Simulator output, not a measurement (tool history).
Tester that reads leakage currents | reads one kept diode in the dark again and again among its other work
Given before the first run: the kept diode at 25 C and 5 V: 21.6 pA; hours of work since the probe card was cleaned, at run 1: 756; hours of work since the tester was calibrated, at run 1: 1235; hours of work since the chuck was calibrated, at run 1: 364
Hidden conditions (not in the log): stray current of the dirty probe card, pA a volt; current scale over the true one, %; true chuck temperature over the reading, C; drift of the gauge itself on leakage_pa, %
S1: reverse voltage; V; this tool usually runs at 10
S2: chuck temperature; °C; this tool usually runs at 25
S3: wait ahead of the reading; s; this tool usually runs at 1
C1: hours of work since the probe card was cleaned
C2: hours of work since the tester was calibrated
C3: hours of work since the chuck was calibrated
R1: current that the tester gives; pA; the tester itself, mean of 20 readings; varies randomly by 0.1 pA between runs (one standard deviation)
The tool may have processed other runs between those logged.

| run | hour | S1 | S2 | S3 | C1 | C2 | C3 | R1 |
|---|---|---|---|---|---|---|---|---|
| 1 | 0 | 10 | 25 | 1 | 756 | 1235 | 364 | 35.28 |
| 2 | 107.2 | 10 | 25 | 1 | 799 | 1279 | 408 | 35.47 |
| 3 | 222.2 | 10 | 25 | 1 | 846 | 1326 | 454 | 35.93 |
| 4 | 285.3 | 10 | 25 | 1 | 871 | 1351 | 480 | 36.13 |
| 5 | 351.7 | 10 | 25 | 1 | 898 | 1378 | 507 | 36.31 |
| 6 | 436.7 | 10 | 25 | 1 | 933 | 1413 | 541 | 36.22 |
| 7 | 548.5 | 10 | 25 | 1 | 978 | 1458 | 587 | 36.55 |
| 8 | 631.1 | 10 | 25 | 1 | 1012 | 1492 | 620 | 36.87 |
| 9 | 718.6 | 10 | 25 | 1 | 1047 | 1527 | 656 | 37.33 |
| 10 | 837.8 | 10 | 25 | 1 | 1096 | 1576 | 704 | 37.51 |
| 11 | 904.6 | 10 | 51 | 1 | 1123 | 1603 | 732 | 232.03 |
| 12 | 957 | 10 | 51 | 1 | 1144 | 1624 | 753 | 232.1 |
| 13 | 1038.1 | 10 | 51 | 1 | 1177 | 1657 | 786 | 230.52 |
| 14 | 1134.3 | 10 | 25 | 1 | 1216 | 1696 | 825 | 38.29 |
| 15 | 1209.1 | 10 | 25 | 1 | 1247 | 1727 | 855 | 38.21 |
| 16 | 1267.5 | 10 | 25 | 1 | 1270 | 1750 | 879 | 38.6 |
| 17 | 1358.7 | 10 | 25 | 1 | 1307 | 1787 | 916 | 38.94 |
| 18 | 1409.1 | 10 | 25 | 1 | 1328 | 1808 | 936 | 38.9 |
| 19 | 1461.3 | 10 | 25 | 1 | 1349 | 1829 | 958 | 39.04 |
|  | 1469.4 | chuck's temperature calibrated |
| 20 | 1535.9 | 10 | 42 | 1 | 1379 | 1859 | 27 | 111.64 |
| 21 | 1627.7 | 10 | 25 | 1 | 1416 | 1896 | 64 | 37.73 |
| 22 | 1692.9 | 10 | 25 | 1 | 1442 | 1922 | 91 | 37.93 |
| 23 | 1802 | 2.8 | 26 | 1 | 1487 | 1967 | 135 | 19.52 |
| 24 | 1891.1 | 2.8 | 26 | 1 | 1523 | 2003 | 171 | 19.55 |
| 25 | 1992.8 | 11.4 | 40 | 1.59 | 1564 | 2044 | 213 | 102.87 |
| 26 | 2086.9 | 2.4 | 38 | 5.15 | 1602 | 2082 | 251 | 44.03 |
|  | 2124.1 | chuck's temperature calibrated, once more |
| 27 | 2155.1 | 1.7 | 54 | 1.25 | 1629 | 2109 | 13 | 162.73 |
| 28 | 2271.3 | 1.7 | 54 | 1.25 | 1677 | 2156 | 60 | 160.88 |
| 29 | 2362.2 | 2.6 | 52 | 0.45 | 1714 | 2193 | 97 | 162.47 |
| 30 | 2423.2 | 2.6 | 52 | 0.45 | 1738 | 2218 | 121 | 162.44 |
| 31 | 2472.8 | 12.9 | 41 | 3.46 | 1758 | 2238 | 142 | 140.98 |
| 32 | 2555.5 | 13.4 | 27 | 0.77 | 1792 | 2272 | 175 | 61.85 |
| 33 | 2626.4 | 1.9 | 25 | 1 | 1821 | 2301 | 204 | 18.41 |
| 34 | 2729.4 | 10 | 22 | 0.34 | 1863 | 2342 | 246 | 42.35 |
| 35 | 2817.3 | 2.7 | 24 | 1.61 | 1898 | 2378 | 282 | 20.5 |
| 36 | 2890.1 | 2.7 | 24 | 0.65 | 1928 | 2408 | 311 | 20.66 |
| 37 | 2978.3 | 2.7 | 24 | 0.65 | 1964 | 2444 | 347 | 20.73 |
| 38 | 3087.6 | 10 | 21 | 1 | 2008 | 2488 | 391 | 39.95 |
| 39 | 3200.7 | 1.2 | 46 | 3.57 | 2054 | 2534 | 437 | 74.01 |
| 40 | 3294.6 | 2.8 | 51 | 4.65 | 2092 | 2572 | 475 | 149.04 |
| 41 | 3408.2 | 6.4 | 45 | 0.54 | 2138 | 2618 | 522 | 134.75 |

Some steps in R1 between neighbouring runs. How much of each would the tool show without its hidden state too (settings, what came in, random variation), and how much is left for the hidden state, with any gauge scatter that isn't in both results?
Run 10 -> 11: S2 25 -> 51. R1 +194.52 pA: hidden state -20.1, all else +214.62.
Run 13 -> 14: S2 51 -> 25. R1 -192.23 pA: hidden state +21.77, all else -214.
Run 26 -> 27: S1 2.4 -> 1.7, S2 38 -> 54, S3 5.15 -> 1.25, chuck's temperature calibrated, once more. R1 +118.7 pA: hidden state +7.97, all else +110.73.
Run 32 -> 33: S1 13.4 -> 1.9, S2 27 -> 25, S3 0.77 -> 1. R1 -43.44 pA: hidden state -20.39, all else -23.05.
Run 38 -> 39: S1 10 -> 1.2, S2 21 -> 46, S3 1 -> 3.57. R1 +34.06 pA: hidden state -22.24, all else +56.3.
